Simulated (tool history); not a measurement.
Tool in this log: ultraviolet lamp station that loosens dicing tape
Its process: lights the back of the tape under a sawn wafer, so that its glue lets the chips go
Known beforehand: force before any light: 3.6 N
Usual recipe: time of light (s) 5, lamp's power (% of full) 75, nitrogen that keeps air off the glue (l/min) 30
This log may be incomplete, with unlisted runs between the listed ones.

run,hour,time of light (s),lamp's power (% of full),nitrogen that keeps air off the glue (l/min),force that peels the tape off (N),light that reached the tape (mJ/cm2)
1,0.0,5,75,30,0.207,488
2,22.9,5,75,30,0.230,477
3,42.0,5,62,30,0.321,401
4,61.7,5,62,30,0.322,400
5,77.2,5,62,30,0.315,396
6,91.6,5,62,30,0.315,399
7,111.0,5,62,17,0.463,392
8,123.1,4,77,18,0.456,393
9,139.9,9,94,18,0.094,1073
# hour 142.6: window cleaned of glue's vapour
10,159.6,9,94,18,0.093,1071
11,176.1,9,94,18,0.094,1051
12,194.9,9,94,18,0.085,1045
13,218.5,9,94,18,0.089,1055

Here are 4 independent what-if runs from the current tool condition. What would each one return?
A,236.7,4,75,17,?,?
B,236.7,9,90,18,?,?
C,236.7,5,94,18,?,?
D,236.7,3,84,18,?,?

run,force that peels the tape off (N),light that reached the tape (mJ/cm2)
A,0.536,372
B,0.098,1002
C,0.224,574
D,0.675,308
Stripped of hidden state, with their random variation kept, the same runs would have yielded:
run,force that peels the tape off (N),light that reached the tape (mJ/cm2)
A,0.436,418
B,0.093,1125
C,0.181,644
D,0.558,346

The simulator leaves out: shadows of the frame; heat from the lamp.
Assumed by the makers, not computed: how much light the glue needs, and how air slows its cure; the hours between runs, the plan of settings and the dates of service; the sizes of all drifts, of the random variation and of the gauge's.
